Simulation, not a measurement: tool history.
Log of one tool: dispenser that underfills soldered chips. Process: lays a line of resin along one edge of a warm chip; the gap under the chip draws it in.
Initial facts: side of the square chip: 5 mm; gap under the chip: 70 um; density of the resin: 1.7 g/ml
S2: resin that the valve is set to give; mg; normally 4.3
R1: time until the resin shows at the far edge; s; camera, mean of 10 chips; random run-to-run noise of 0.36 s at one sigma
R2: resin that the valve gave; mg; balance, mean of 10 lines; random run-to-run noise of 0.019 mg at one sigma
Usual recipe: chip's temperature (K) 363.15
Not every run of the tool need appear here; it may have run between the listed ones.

{"run": 1, "hour": 0.0, "chip's temperature (K)": 363.15, "S2": 4.3, "R1": 24.6, "R2": 4.13}
{"run": 2, "hour": 8.9, "chip's temperature (K)": 363.15, "S2": 4.3, "R1": 37.5, "R2": 4.13}
{"hour": 12.9, "done": "new syringe of resin"}
{"run": 3, "hour": 16.5, "chip's temperature (K)": 363.15, "S2": 4.3, "R1": 23.8, "R2": 4.05}
{"run": 4, "hour": 22.7, "chip's temperature (K)": 363.15, "S2": 4.3, "R1": 32.1, "R2": 4.11}
{"hour": 29.3, "done": "new syringe of resin"}
{"run": 5, "hour": 29.3, "chip's temperature (K)": 363.15, "S2": 3.89, "R1": 20.6, "R2": 3.67}
{"run": 6, "hour": 36.3, "chip's temperature (K)": 363.15, "S2": 3.89, "R1": 29.3, "R2": 3.68}
{"hour": 46.2, "done": "new syringe of resin"}
{"run": 7, "hour": 47.8, "chip's temperature (K)": 363.15, "S2": 4.3, "R1": 22.3, "R2": 4.05}
{"run": 8, "hour": 59.5, "chip's temperature (K)": 368.15, "S2": 4.3, "R1": 31.4, "R2": 3.99}
{"hour": 63.1, "done": "new syringe of resin"}
{"hour": 65.8, "done": "dispensing valve cleaned and set on the balance"}
{"run": 9, "hour": 70.0, "chip's temperature (K)": 368.15, "S2": 4.3, "R1": 21.2, "R2": 4.3}
{"run": 10, "hour": 76.2, "chip's temperature (K)": 368.15, "S2": 4.3, "R1": 28.4, "R2": 4.27}

The next listed run, before its measurement:
{"hour": 80.8, "done": "new syringe of resin"}
{"run": 11, "hour": 87.2, "chip's temperature (K)": 368.15, "S2": 4.3, "R1": "?", "R2": "?"}

Run 11 measured R1 22.3 s, R2 4.25 mg.
Without the tool's hidden state the same run would have given R1 16.9 s, R2 4.28 mg.

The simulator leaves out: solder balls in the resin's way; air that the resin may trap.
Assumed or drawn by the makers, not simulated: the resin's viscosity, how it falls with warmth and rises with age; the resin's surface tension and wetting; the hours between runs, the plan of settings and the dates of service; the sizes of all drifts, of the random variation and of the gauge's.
